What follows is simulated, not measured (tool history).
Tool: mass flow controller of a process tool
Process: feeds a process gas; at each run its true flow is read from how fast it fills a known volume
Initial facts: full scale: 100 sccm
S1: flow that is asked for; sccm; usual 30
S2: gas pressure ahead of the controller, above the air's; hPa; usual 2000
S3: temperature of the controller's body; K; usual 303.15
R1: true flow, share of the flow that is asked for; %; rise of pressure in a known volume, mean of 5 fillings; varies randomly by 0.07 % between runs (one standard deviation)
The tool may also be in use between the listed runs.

run,day,S1,S2,S3,R1
1,0.000,30,2000,303.15,98.67
2,1.796,30,2000,307.15,98.47
3,3.562,30,2000,307.15,98.50
4,6.412,30,2000,304.15,98.81
5,7.883,26,2000,304.15,98.91
6,10.904,30,2000,303.15,99.01
7,13.546,30,2000,303.15,99.09
8,14.958,30,2000,303.15,99.08
9,17.754,30,2000,303.15,99.23
10,19.333,30,2000,303.15,99.25
11,21.483,30,2000,303.15,99.28
12,24.412,30,2000,303.15,99.29
13,27.408,30,2000,303.15,99.47
14,30.367,30,2000,303.15,99.54
15,31.833,30,2000,303.15,99.56
16,33.425,30,2000,296.15,100.20
17,35.500,30,2000,303.15,99.51
18,38.346,30,2000,303.15,99.62
19,40.538,30,2000,297.15,100.27
20,42.083,30,2000,297.15,100.14
21,44.733,30,1700,303.15,99.63
22,47.221,30,2490,303.15,99.95
23,48.567,99,2000,303.15,100.55
24,50.108,99,2000,303.15,100.54
25,52.592,99,2000,303.15,100.55
26,54.533,99,2000,303.15,100.55
27,57.538,38,2550,301.15,100.56
28,59.554,38,2550,301.15,99.32
29,61.133,25,1830,297.15,99.31
30,62.508,30,2000,297.15,99.46
31,65.358,30,2000,297.15,99.64
32,68.229,15,2000,306.15,98.58
33,70.988,53,1490,303.15,99.12
34,72.833,53,1490,303.15,99.09
35,74.154,53,1490,303.15,99.12
36,77.342,53,1490,303.15,99.25
37,79.875,82,2350,310.15,99.28
38,82.738,82,2350,310.15,99.27
39,85.325,54,2350,310.15,99.08
40,86.842,25,1460,310.15,98.33
41,88.700,39,2000,303.15,99.54
42,91.779,57,2000,296.15,100.42
43,94.296,26,1770,303.15,99.39
44,95.646,55,2000,303.15,99.74
45,97.783,55,2000,303.15,99.96
46,99.167,55,2000,303.15,99.93
47,101.167,55,2000,303.15,100.01
48,104.371,30,1630,302.15,99.66
49,107.458,30,2050,302.15,99.91

Removed from this log: 1 entry logged between the listed runs. Between which two listed runs does each belong, and how does the tool's hidden state at the listed run before it compare with that at the listed run after it?
From run 27 to run 28: gauge calibrated (day 58.375)
  drift of the gauge itself on true_pct, %: 1.22 -> 0.03
  measured minus no-state result, R1: +1.22 -> +0.03 %

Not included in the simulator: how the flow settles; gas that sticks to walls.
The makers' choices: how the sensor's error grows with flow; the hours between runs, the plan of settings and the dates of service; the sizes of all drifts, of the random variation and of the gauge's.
